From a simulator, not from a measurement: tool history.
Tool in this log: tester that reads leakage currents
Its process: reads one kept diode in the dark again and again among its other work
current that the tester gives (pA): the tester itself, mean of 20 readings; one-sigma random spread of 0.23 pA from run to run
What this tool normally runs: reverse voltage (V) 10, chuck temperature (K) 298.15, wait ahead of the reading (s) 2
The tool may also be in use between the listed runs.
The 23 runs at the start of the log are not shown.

run,day,reverse voltage (V),chuck temperature (K),wait ahead of the reading (s),current that the tester gives (pA)
24,219.929,2.8,317.15,0.88,203.2
25,230.062,2.8,317.15,0.88,203.49
# day 233.071: chuck's temperature calibrated
26,240.462,7.1,310.15,2,172.3
27,245.8,1.9,310.15,2,99
28,253.096,1.9,310.15,0.38,100.7
29,260.467,1.9,316.15,0.38,161.45
30,271.829,10,297.15,1.6,67.85
31,282.296,10,296.15,1.6,62.08
32,293.154,5.5,298.15,0.46,60.15
33,304.196,7.7,298.15,2.41,65.04
34,315.458,7.7,298.15,2.41,65.24
35,321.771,1.2,298.15,5.19,29.33
36,327.921,17.6,301.15,2,120.85
37,333.358,6.1,298.15,2,58.96
38,341,3.8,299.15,2.39,52.34

Consider 4 possible next runs. They are alternatives, not a sequence: every one starts from the tool as it was left by run 38. What does each give?
A,346.538,10,298.15,3.13,?
B,346.538,1.6,294.15,8.73,?
C,346.538,3.8,299.15,0.36,?
D,346.538,10,296.15,2.57,?

run,current that the tester gives (pA)
A,72.72
B,23.31
C,55.98
D,61.29
Stripped of hidden state, with their random variation kept, the same runs would have yielded:
run,current that the tester gives (pA)
A,72.84
B,23.35
C,56.08
D,61.38
